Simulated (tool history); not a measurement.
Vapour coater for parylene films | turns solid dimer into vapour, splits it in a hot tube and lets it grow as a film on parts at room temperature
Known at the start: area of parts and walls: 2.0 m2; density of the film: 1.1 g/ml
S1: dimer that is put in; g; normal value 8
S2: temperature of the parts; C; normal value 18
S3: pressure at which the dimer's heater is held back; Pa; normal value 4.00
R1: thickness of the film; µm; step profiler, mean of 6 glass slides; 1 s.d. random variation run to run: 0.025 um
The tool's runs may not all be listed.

{"run": 1, "hour": 0.0, "S1": 8, "S2": 18, "S3": 4.0, "R1": 1.79}
{"run": 2, "hour": 23.8, "S1": 3, "S2": 18, "S3": 4.0, "R1": 0.66}
{"run": 3, "hour": 34.7, "S1": 3, "S2": 18, "S3": 4.0, "R1": 0.67}
{"run": 4, "hour": 45.0, "S1": 3, "S2": 18, "S3": 4.0, "R1": 0.66}
{"run": 5, "hour": 64.5, "S1": 3, "S2": 18, "S3": 4.0, "R1": 0.65}
{"run": 6, "hour": 77.6, "S1": 3, "S2": 18, "S3": 4.0, "R1": 0.67}
{"run": 7, "hour": 100.5, "S1": 10, "S2": 18, "S3": 4.0, "R1": 2.19}
{"run": 8, "hour": 112.2, "S1": 8, "S2": 18, "S3": 3.82, "R1": 1.79}
{"run": 9, "hour": 125.1, "S1": 8, "S2": 18, "S3": 3.82, "R1": 1.76}
{"run": 10, "hour": 141.2, "S1": 8, "S2": 18, "S3": 3.82, "R1": 1.76}
{"run": 11, "hour": 164.2, "S1": 8, "S2": 18, "S3": 4.9, "R1": 1.73}
{"run": 12, "hour": 176.5, "S1": 8, "S2": 18, "S3": 4.9, "R1": 1.71}
{"run": 13, "hour": 198.5, "S1": 8, "S2": 10, "S3": 4.9, "R1": 2.15}
{"run": 14, "hour": 221.8, "S1": 8, "S2": 10, "S3": 4.9, "R1": 2.18}
{"run": 15, "hour": 234.8, "S1": 8, "S2": 10, "S3": 4.9, "R1": 2.21}
{"run": 16, "hour": 248.2, "S1": 8, "S2": 18, "S3": 4.0, "R1": 1.77}
{"run": 17, "hour": 261.0, "S1": 8, "S2": 18, "S3": 4.0, "R1": 1.73}
{"run": 18, "hour": 274.8, "S1": 8, "S2": 18, "S3": 4.0, "R1": 1.79}
{"run": 19, "hour": 297.1, "S1": 8, "S2": 18, "S3": 4.0, "R1": 1.8}
{"run": 20, "hour": 308.9, "S1": 8, "S2": 18, "S3": 4.0, "R1": 1.77}
{"run": 21, "hour": 326.0, "S1": 8, "S2": 18, "S3": 4.0, "R1": 1.78}
{"run": 22, "hour": 346.8, "S1": 8, "S2": 18, "S3": 4.0, "R1": 1.77}
{"run": 23, "hour": 359.1, "S1": 8, "S2": 18, "S3": 3.97, "R1": 1.75}
{"run": 24, "hour": 373.2, "S1": 8, "S2": 18, "S3": 4.0, "R1": 1.8}
{"run": 25, "hour": 395.8, "S1": 5, "S2": 26, "S3": 2.13, "R1": 0.93}
{"run": 26, "hour": 407.4, "S1": 5, "S2": 26, "S3": 2.13, "R1": 0.92}
{"run": 27, "hour": 430.4, "S1": 5, "S2": 26, "S3": 2.13, "R1": 0.95}
{"run": 28, "hour": 449.5, "S1": 4, "S2": 18, "S3": 4.0, "R1": 0.87}
{"run": 29, "hour": 462.1, "S1": 4, "S2": 26, "S3": 2.35, "R1": 0.71}
{"run": 30, "hour": 478.5, "S1": 4, "S2": 26, "S3": 2.35, "R1": 0.76}
{"run": 31, "hour": 489.6, "S1": 4, "S2": 26, "S3": 2.35, "R1": 0.75}
{"run": 32, "hour": 503.7, "S1": 4, "S2": 26, "S3": 2.35, "R1": 0.67}
{"run": 33, "hour": 524.7, "S1": 8, "S2": 25, "S3": 5.1, "R1": 1.39}
{"run": 34, "hour": 538.4, "S1": 10, "S2": 22, "S3": 2.49, "R1": 2.08}
{"run": 35, "hour": 549.0, "S1": 10, "S2": 28, "S3": 2.49, "R1": 1.75}
{"run": 36, "hour": 570.3, "S1": 4, "S2": 14, "S3": 9.99, "R1": 0.93}
{"run": 37, "hour": 582.8, "S1": 4, "S2": 17, "S3": 4.0, "R1": 0.93}
{"run": 38, "hour": 593.8, "S1": 4, "S2": 17, "S3": 4.0, "R1": 0.89}
{"run": 39, "hour": 617.1, "S1": 8, "S2": 10, "S3": 2.39, "R1": 2.4}
{"run": 40, "hour": 639.7, "S1": 8, "S2": 10, "S3": 2.39, "R1": 2.4}
{"run": 41, "hour": 655.9, "S1": 7, "S2": 16, "S3": 9.1, "R1": 1.49}
{"run": 42, "hour": 666.0, "S1": 7, "S2": 16, "S3": 9.1, "R1": 1.46}
{"run": 43, "hour": 681.7, "S1": 6, "S2": 18, "S3": 11.02, "R1": 1.14}
{"run": 44, "hour": 700.5, "S1": 6, "S2": 20, "S3": 10.83, "R1": 1.11}
{"run": 45, "hour": 716.4, "S1": 8, "S2": 19, "S3": 2.32, "R1": 1.82}
{"run": 46, "hour": 736.0, "S1": 10, "S2": 14, "S3": 4.54, "R1": 2.48}
{"run": 47, "hour": 753.9, "S1": 8, "S2": 25, "S3": 2.36, "R1": 1.5}

Missing from the log above: 1 entry noted between runs. For each, name the pair of listed runs it sits between and say how the tool's hidden condition differs from the listed run just before to the listed run just after:
Runs 18 to 19: trap's valve overhauled (hour 287.4)
  vapour lost through the trap's worn valve, %: 0.6 -> 0
